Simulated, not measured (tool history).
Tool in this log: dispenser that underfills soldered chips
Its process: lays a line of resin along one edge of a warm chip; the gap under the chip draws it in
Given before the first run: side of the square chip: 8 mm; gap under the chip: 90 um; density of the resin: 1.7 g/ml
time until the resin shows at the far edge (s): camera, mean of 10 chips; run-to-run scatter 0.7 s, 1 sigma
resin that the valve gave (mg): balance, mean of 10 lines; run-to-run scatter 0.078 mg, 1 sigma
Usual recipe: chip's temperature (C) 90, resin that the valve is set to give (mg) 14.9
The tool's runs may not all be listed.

| run | hour | chip's temperature (C) | resin that the valve is set to give (mg) | time until the resin shows at the far edge (s) | resin that the valve gave (mg) |
|---|---|---|---|---|---|
| 1 | 0 | 90 | 14.9 | 73.5 | 14.77 |
| 2 | 5.5 | 90 | 14.9 | 89.4 | 14.76 |
|  | 7.9 | new syringe of resin |
| 3 | 10.9 | 90 | 14.9 | 72.8 | 14.91 |
| 4 | 15.3 | 83 | 14.9 | 117.7 | 14.7 |
|  | 19.6 | new syringe of resin |
| 5 | 23.1 | 90 | 14.9 | 73.6 | 14.54 |
| 6 | 28 | 90 | 16.5 | 86.3 | 16.18 |
|  | 31 | new syringe of resin |
| 7 | 32.4 | 90 | 17.6 | 68.1 | 17.19 |
| 8 | 36.1 | 90 | 14.9 | 79.2 | 14.72 |
| 9 | 41.1 | 90 | 14.9 | 94.3 | 14.76 |
|  | 42.5 | new syringe of resin |
| 10 | 49.6 | 90 | 14.9 | 83.3 | 14.58 |
|  | 54.1 | new syringe of resin |
| 11 | 56 | 90 | 14.9 | 69.8 | 14.47 |
| 12 | 62.5 | 97 | 14.9 | 62.6 | 14.4 |
|  | 65.9 | new syringe of resin |
| 13 | 68.6 | 97 | 14.9 | 51.2 | 14.39 |
| 14 | 76 | 90 | 14.9 | 91.9 | 14.31 |
|  | 77.5 | new syringe of resin |
| 15 | 82.2 | 90 | 14.9 | 74.9 | 14.21 |
|  | 88.8 | new syringe of resin |
| 16 | 90.4 | 90 | 14.9 | 69.3 | 14.36 |
| 17 | 94.9 | 90 | 14.9 | 80.2 | 14.2 |
| 18 | 99.1 | 90 | 14.9 | 93.3 | 14.08 |
|  | 100.4 | new syringe of resin |
| 19 | 106.8 | 103 | 13.3 | 47.5 | 12.59 |
|  | 111.7 | new syringe of resin |
| 20 | 112.4 | 84 | 14.9 | 90.8 | 14.01 |
| 21 | 117.2 | 84 | 14.9 | 108.5 | 14.04 |
|  | 122.9 | new syringe of resin |
| 22 | 124.8 | 77 | 16.2 | 131.1 | 15.25 |
| 23 | 131 | 94 | 15.2 | 72.6 | 14.34 |
|  | 134.8 | new syringe of resin |
|  | 135.8 | dispensing valve cleaned and set on the balance |
| 24 | 136.9 | 83 | 15.2 | 97.5 | 15.16 |
| 25 | 142.5 | 84 | 14.5 | 112.7 | 14.39 |
|  | 147.5 | new syringe of resin |
| 26 | 150.6 | 90 | 19.1 | 73.4 | 18.95 |
| 27 | 154.9 | 77 | 15.3 | 158.1 | 15.03 |
|  | 159 | new syringe of resin |
| 28 | 160.4 | 104 | 16.4 | 37.6 | 16.17 |
| 29 | 163.9 | 75 | 16.4 | 160.2 | 16.22 |
| 30 | 169.4 | 90 | 16.2 | 94.2 | 15.91 |
|  | 170.7 | new syringe of resin |
| 31 | 173.5 | 90 | 16.2 | 73.8 | 15.92 |
| 32 | 177.1 | 90 | 16.2 | 82.9 | 15.82 |
|  | 182.3 | new syringe of resin |
| 33 | 184.3 | 95 | 16.3 | 56.8 | 15.91 |
| 34 | 190.7 | 80 | 13.1 | 150.4 | 12.72 |
|  | 193.6 | new syringe of resin |
| 35 | 194.6 | 83 | 14.9 | 97.2 | 14.36 |

Measured result minus the same run's result without the hidden state. Both carry the same run-to-run variation, though not necessarily the same gauge scatter:
What the log doesn't record here: resin's viscosity, % of fresh resin's; dose that the valve gives, % of what is set; true chip temperature over the reading, C; drift of the gauge itself on fill_s, %; drift of the gauge itself on given_mg, %.
| run | time until the resin shows at the far edge (s) | resin that the valve gave (mg) |
|---|---|---|
| 1 | +10.3 | -0.03 |
| 2 | +25.7 | -0.07 |
| 3 | +9.3 | -0.11 |
| 4 | +29.3 | -0.15 |
| 5 | +10.3 | -0.19 |
| 6 | +23.7 | -0.25 |
| 7 | +5.1 | -0.31 |
| 8 | +14.7 | -0.28 |
| 9 | +29.5 | -0.32 |
| 10 | +20.1 | -0.37 |
| 11 | +6 | -0.42 |
| 12 | +17.1 | -0.46 |
| 13 | +6 | -0.5 |
| 14 | +28.9 | -0.56 |
| 15 | +12.5 | -0.59 |
| 16 | +5.9 | -0.65 |
| 17 | +17.1 | -0.68 |
| 18 | +29.8 | -0.71 |
| 19 | +11.8 | -0.68 |
| 20 | +6.9 | -0.79 |
| 21 | +23.5 | -0.82 |
| 22 | +13.5 | -0.94 |
| 23 | +19.8 | -0.93 |
| 24 | +7.9 | -0.06 |
| 25 | +26.9 | -0.09 |
| 26 | +10.2 | -0.19 |
| 27 | +41.2 | -0.19 |
| 28 | +3.2 | -0.24 |
| 29 | +31.2 | -0.26 |
| 30 | +31.3 | -0.3 |
| 31 | +10.7 | -0.33 |
| 32 | +20.2 | -0.35 |
| 33 | +6.7 | -0.4 |
| 34 | +44.7 | -0.36 |
| 35 | +9.1 | -0.43 |
